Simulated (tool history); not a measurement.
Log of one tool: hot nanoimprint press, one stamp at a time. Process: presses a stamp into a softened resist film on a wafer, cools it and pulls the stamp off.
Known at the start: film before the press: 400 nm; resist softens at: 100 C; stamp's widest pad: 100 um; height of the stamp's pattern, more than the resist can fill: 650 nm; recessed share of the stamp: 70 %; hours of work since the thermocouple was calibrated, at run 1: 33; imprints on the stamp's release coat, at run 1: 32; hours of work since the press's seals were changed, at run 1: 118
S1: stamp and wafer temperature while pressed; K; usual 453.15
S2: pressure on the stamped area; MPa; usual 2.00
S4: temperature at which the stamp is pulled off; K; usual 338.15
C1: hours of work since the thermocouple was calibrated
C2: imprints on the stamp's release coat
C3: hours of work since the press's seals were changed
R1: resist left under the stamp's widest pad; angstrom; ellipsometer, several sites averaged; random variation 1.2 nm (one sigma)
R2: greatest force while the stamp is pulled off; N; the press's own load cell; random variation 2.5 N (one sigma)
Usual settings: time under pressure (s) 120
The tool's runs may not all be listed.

{"run": 1, "hour": 0.0, "S1": 453.15, "S2": 2.0, "time under pressure (s)": 120, "S4": 338.15, "C1": 33, "C2": 32, "C3": 118, "R1": 1848, "R2": 116}
{"run": 2, "hour": 62.2, "S1": 443.15, "S2": 2.0, "time under pressure (s)": 120, "S4": 338.15, "C1": 77, "C2": 375, "C3": 162, "R1": 2801, "R2": 126}
{"run": 3, "hour": 88.2, "S1": 443.15, "S2": 2.0, "time under pressure (s)": 120, "S4": 338.15, "C1": 95, "C2": 518, "C3": 181, "R1": 2768, "R2": 132}
{"run": 4, "hour": 128.8, "S1": 443.15, "S2": 2.0, "time under pressure (s)": 120, "S4": 338.15, "C1": 124, "C2": 742, "C3": 209, "R1": 2813, "R2": 131}
{"hour": 164.5, "done": "stamp cleaned and given a new release coat"}
{"run": 5, "hour": 178.2, "S1": 443.15, "S2": 1.75, "time under pressure (s)": 120, "S4": 338.15, "C1": 154, "C2": 75, "C3": 240, "R1": 2920, "R2": 112}
{"run": 6, "hour": 223.7, "S1": 453.15, "S2": 2.0, "time under pressure (s)": 120, "S4": 338.15, "C1": 186, "C2": 326, "C3": 272, "R1": 1915, "R2": 130}
{"run": 7, "hour": 277.4, "S1": 453.15, "S2": 1.7, "time under pressure (s)": 120, "S4": 338.15, "C1": 224, "C2": 623, "C3": 310, "R1": 2040, "R2": 129}
{"run": 8, "hour": 313.1, "S1": 453.15, "S2": 1.7, "time under pressure (s)": 120, "S4": 338.15, "C1": 249, "C2": 819, "C3": 335, "R1": 2062, "R2": 137}
{"hour": 335.3, "done": "stamp cleaned and given a new release coat"}
{"run": 9, "hour": 361.8, "S1": 453.15, "S2": 1.7, "time under pressure (s)": 120, "S4": 338.15, "C1": 279, "C2": 147, "C3": 365, "R1": 2084, "R2": 124}
{"run": 10, "hour": 401.5, "S1": 453.15, "S2": 1.7, "time under pressure (s)": 120, "S4": 338.15, "C1": 307, "C2": 366, "C3": 393, "R1": 2075, "R2": 125}
{"run": 11, "hour": 446.1, "S1": 453.15, "S2": 1.7, "time under pressure (s)": 120, "S4": 338.15, "C1": 339, "C2": 612, "C3": 425, "R1": 2115, "R2": 136}
{"run": 12, "hour": 479.8, "S1": 453.15, "S2": 2.0, "time under pressure (s)": 115, "S4": 338.15, "C1": 363, "C2": 798, "C3": 448, "R1": 2026, "R2": 144}
{"hour": 506.8, "done": "stamp cleaned and given a new release coat"}
{"run": 13, "hour": 528.5, "S1": 453.15, "S2": 2.46, "time under pressure (s)": 120, "S4": 338.15, "C1": 393, "C2": 120, "C3": 478, "R1": 1864, "R2": 118}
{"hour": 535.1, "done": "plate thermocouple calibrated"}
{"run": 14, "hour": 569.2, "S1": 453.15, "S2": 2.46, "time under pressure (s)": 120, "S4": 338.15, "C1": 24, "C2": 328, "C3": 505, "R1": 1682, "R2": 125}
{"hour": 637.9, "done": "press's hydraulic seals changed and the load cell set to zero"}
{"run": 15, "hour": 639.7, "S1": 453.15, "S2": 2.0, "time under pressure (s)": 120, "S4": 338.15, "C1": 68, "C2": 672, "C3": 1, "R1": 1826, "R2": 130}
{"hour": 686.1, "done": "stamp cleaned and given a new release coat"}
{"run": 16, "hour": 696.6, "S1": 453.15, "S2": 1.99, "time under pressure (s)": 125, "S4": 330.15, "C1": 104, "C2": 58, "C3": 37, "R1": 1815, "R2": 129}
{"run": 17, "hour": 746.2, "S1": 450.15, "S2": 2.87, "time under pressure (s)": 113, "S4": 340.15, "C1": 139, "C2": 332, "C3": 72, "R1": 1880, "R2": 123}
{"run": 18, "hour": 788.8, "S1": 453.15, "S2": 1.22, "time under pressure (s)": 120, "S4": 338.15, "C1": 169, "C2": 567, "C3": 102, "R1": 2260, "R2": 135}
{"hour": 854.8, "done": "stamp cleaned and given a new release coat"}
{"run": 19, "hour": 854.8, "S1": 453.15, "S2": 1.22, "time under pressure (s)": 120, "S4": 338.15, "C1": 211, "C2": 0, "C3": 144, "R1": 2295, "R2": 112}
{"run": 20, "hour": 893.1, "S1": 455.15, "S2": 2.0, "time under pressure (s)": 230, "S4": 338.15, "C1": 238, "C2": 211, "C3": 171, "R1": 1312, "R2": 120}
{"run": 21, "hour": 951.1, "S1": 460.15, "S2": 2.0, "time under pressure (s)": 77, "S4": 338.15, "C1": 279, "C2": 531, "C3": 212, "R1": 1702, "R2": 131}
{"run": 22, "hour": 1010.9, "S1": 460.15, "S2": 2.0, "time under pressure (s)": 77, "S4": 338.15, "C1": 321, "C2": 861, "C3": 255, "R1": 1713, "R2": 141}
{"hour": 1024.9, "done": "stamp cleaned and given a new release coat"}
{"run": 23, "hour": 1067.5, "S1": 460.15, "S2": 2.24, "time under pressure (s)": 77, "S4": 338.15, "C1": 357, "C2": 235, "C3": 290, "R1": 1646, "R2": 122}
{"run": 24, "hour": 1118.6, "S1": 460.15, "S2": 2.24, "time under pressure (s)": 77, "S4": 338.15, "C1": 393, "C2": 517, "C3": 326, "R1": 1655, "R2": 131}
{"hour": 1125.5, "done": "plate thermocouple calibrated"}
{"run": 25, "hour": 1168.3, "S1": 453.15, "S2": 2.13, "time under pressure (s)": 66, "S4": 338.15, "C1": 30, "C2": 774, "C3": 359, "R1": 2291, "R2": 132}
{"hour": 1198.2, "done": "stamp cleaned and given a new release coat"}
{"run": 26, "hour": 1206.7, "S1": 453.15, "S2": 2.13, "time under pressure (s)": 66, "S4": 338.15, "C1": 53, "C2": 47, "C3": 382, "R1": 2294, "R2": 119}
{"run": 27, "hour": 1242.1, "S1": 455.15, "S2": 2.13, "time under pressure (s)": 101, "S4": 338.15, "C1": 78, "C2": 242, "C3": 407, "R1": 1822, "R2": 127}
{"run": 28, "hour": 1287.4, "S1": 455.15, "S2": 2.13, "time under pressure (s)": 101, "S4": 338.15, "C1": 110, "C2": 491, "C3": 439, "R1": 1822, "R2": 130}
{"run": 29, "hour": 1334.7, "S1": 450.15, "S2": 2.69, "time under pressure (s)": 218, "S4": 346.15, "C1": 143, "C2": 752, "C3": 472, "R1": 1577, "R2": 125}

Hidden state at the last listed run before each entry between runs and at the first one after, where it differs:
Between runs 4 and 5: stamp cleaned and given a new release coat (hour 164.5)
  true temperature over the reading, C: -0.54 -> -0.67; pressure that arrives at the usual setting, %: 98.61 -> 98.36; grip of the stamp's worn release coat, % over a new coat's: 19.3 -> 1.9
  measured less the result without the state, R1: +61 -> +71 angstrom; R2: +22 -> +3 N
Between runs 8 and 9: stamp cleaned and given a new release coat (hour 335.3)
  true temperature over the reading, C: -1.07 -> -1.2; pressure that arrives at the usual setting, %: 97.54 -> 97.27; grip of the stamp's worn release coat, % over a new coat's: 21.4 -> 3.7
  measured less the result without the state, R1: +108 -> +120 angstrom; R2: +26 -> +6 N
Between runs 12 and 13: stamp cleaned and given a new release coat (hour 506.8)
  true temperature over the reading, C: -1.54 -> -1.66; pressure that arrives at the usual setting, %: 96.58 -> 96.36; grip of the stamp's worn release coat, % over a new coat's: 20.8 -> 3
  measured less the result without the state, R1: +156 -> +169 angstrom; R2: +27 -> +6 N
Between runs 13 and 14: plate thermocouple calibrated (hour 535.1)
  true temperature over the reading, C: -1.66 -> 0.18; pressure that arrives at the usual setting, %: 96.36 -> 96.15; grip of the stamp's worn release coat, % over a new coat's: 3 -> 8.3
  measured less the result without the state, R1: +169 -> +21 angstrom; R2: +6 -> +9 N
Between runs 14 and 15: press's hydraulic seals changed and the load cell set to zero (hour 637.9)
  true temperature over the reading, C: 0.18 -> 0.01; pressure that arrives at the usual setting, %: 96.15 -> 99.67; grip of the stamp's worn release coat, % over a new coat's: 8.3 -> 17.4
  measured less the result without the state, R1: +21 -> +1 angstrom; R2: +9 -> +19 N
Between runs 15 and 16: stamp cleaned and given a new release coat (hour 686.1)
  true temperature over the reading, C: 0.01 -> -0.13; pressure that arrives at the usual setting, %: 99.67 -> 99.38; grip of the stamp's worn release coat, % over a new coat's: 17.4 -> 1.5
  measured less the result without the state, R1: +1 -> +15 angstrom; R2: +19 -> +2 N
Between runs 18 and 19: stamp cleaned and given a new release coat (hour 854.8)
  true temperature over the reading, C: -0.39 -> -0.56; pressure that arrives at the usual setting, %: 98.85 -> 98.51; grip of the stamp's worn release coat, % over a new coat's: 14.6 -> 0
  measured less the result without the state, R1: +39 -> +56 angstrom; R2: +18 -> +1 N
Between runs 22 and 23: stamp cleaned and given a new release coat (hour 1024.9)
  true temperature over the reading, C: -1 -> -1.14; pressure that arrives at the usual setting, %: 97.64 -> 97.35; grip of the stamp's worn release coat, % over a new coat's: 22.6 -> 5.9
  measured less the result without the state, R1: +88 -> +100 angstrom; R2: +27 -> +8 N
Between runs 24 and 25: plate thermocouple calibrated (hour 1125.5)
  true temperature over the reading, C: -1.29 -> -0.34; pressure that arrives at the usual setting, %: 97.04 -> 96.79; grip of the stamp's worn release coat, % over a new coat's: 13.3 -> 20.2
  measured less the result without the state, R1: +112 -> +57 angstrom; R2: +17 -> +23 N
Between runs 25 and 26: stamp cleaned and given a new release coat (hour 1198.2)
  true temperature over the reading, C: -0.34 -> -0.44; pressure that arrives at the usual setting, %: 96.79 -> 96.59; grip of the stamp's worn release coat, % over a new coat's: 20.2 -> 1.2
  measured less the result without the state, R1: +57 -> +67 angstrom; R2: +23 -> +2 N
